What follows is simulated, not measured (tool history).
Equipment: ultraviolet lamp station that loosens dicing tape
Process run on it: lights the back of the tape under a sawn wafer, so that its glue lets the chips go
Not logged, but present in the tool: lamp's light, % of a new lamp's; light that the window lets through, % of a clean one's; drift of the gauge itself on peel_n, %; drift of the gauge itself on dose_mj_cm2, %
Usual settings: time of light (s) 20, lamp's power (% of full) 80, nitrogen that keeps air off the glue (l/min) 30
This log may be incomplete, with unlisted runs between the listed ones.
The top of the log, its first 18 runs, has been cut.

run   hour  time of light (s)  lamp's power (% of full)  nitrogen that keeps air off the glue (l/min)  hours of work of the lamp  hours of work since the window was cleaned  force that peels the tape off (N)  light that reached the tape (mJ/cm²)
 19  124.1                 17                        80                                            30                        342                                          96                              0.879                                   464
 20  132.4                 17                        80                                            30                        348                                         102                              0.859                                   460
 21  138.3                 30                        80                                            36                        353                                         107                              0.171                                   814
 22  142.9                 11                        82                                            40                        356                                         110                              1.527                                   308
 23  150.8                 20                       100                                            30                        362                                         116                              0.327                                   668
 24  156.3                 32                        70                                            30                        366                                         120                              0.251                                   750
 25  162.0                 14                        91                                            13                        370                                         124                              1.670                                   436
 26  170.8                 29                        80                                            30                        377                                         131                              0.234                                   780
 27  179.4                 20                        82                                            20                        383                                         137                              0.819                                   548
 28  186.5                 20                        82                                            20                        389                                         143                              0.817                                   548
 29  194.2                 16                        74                                            15                        394                                         149                              1.781                                   393
 30  202.5                 22                        74                                            15                        401                                         155                              1.037                                   545
 31  211.6                 35                        91                                             9                        407                                         161                              0.364                                  1054
 32  220.5                 35                        63                                             9                        414                                         168                              0.851                                   728
 33  228.4                 20                        83                                            59                        420                                         174                              0.343                                   547
 34  234.2                 20                        83                                            59                        424                                         178                              0.355                                   553
 35  241.6                 17                        83                                            53                        430                                         184                              0.575                                   465
 36  248.8                 17                        61                                            53                        435                                         189                              1.083                                   341
 37  256.4                 20                        87                                            46                        441                                         195                              0.361                                   570

Branching from run 37: 5 alternative next runs. What would each branch give?
  A  261.5                 12                        87                                            38                        445                                         199                                  ?                                     ?
  B  261.5                 14                        80                                            15                        445                                         199                                  ?                                     ?
  C  261.5                 20                        80                                            39                        445                                         199                                  ?                                     ?
  D  261.5                 14                        75                                            41                        445                                         199                                  ?                                     ?
  E  261.5                 20                        87                                            11                        445                                         199                                  ?                                     ?

run  force that peels the tape off (N)  light that reached the tape (mJ/cm²)
  A                              1.272                                   341
  B                              1.862                                   370
  C                              0.537                                   524
  D                              1.195                                   340
  E                              1.146                                   569
With no hidden state in the tool, these same runs would have given:
run  force that peels the tape off (N)  light that reached the tape (mJ/cm²)
  A                              1.052                                   380
  B                              1.605                                   412
  C                              0.411                                   584
  D                              0.984                                   379
  E                              0.939                                   634

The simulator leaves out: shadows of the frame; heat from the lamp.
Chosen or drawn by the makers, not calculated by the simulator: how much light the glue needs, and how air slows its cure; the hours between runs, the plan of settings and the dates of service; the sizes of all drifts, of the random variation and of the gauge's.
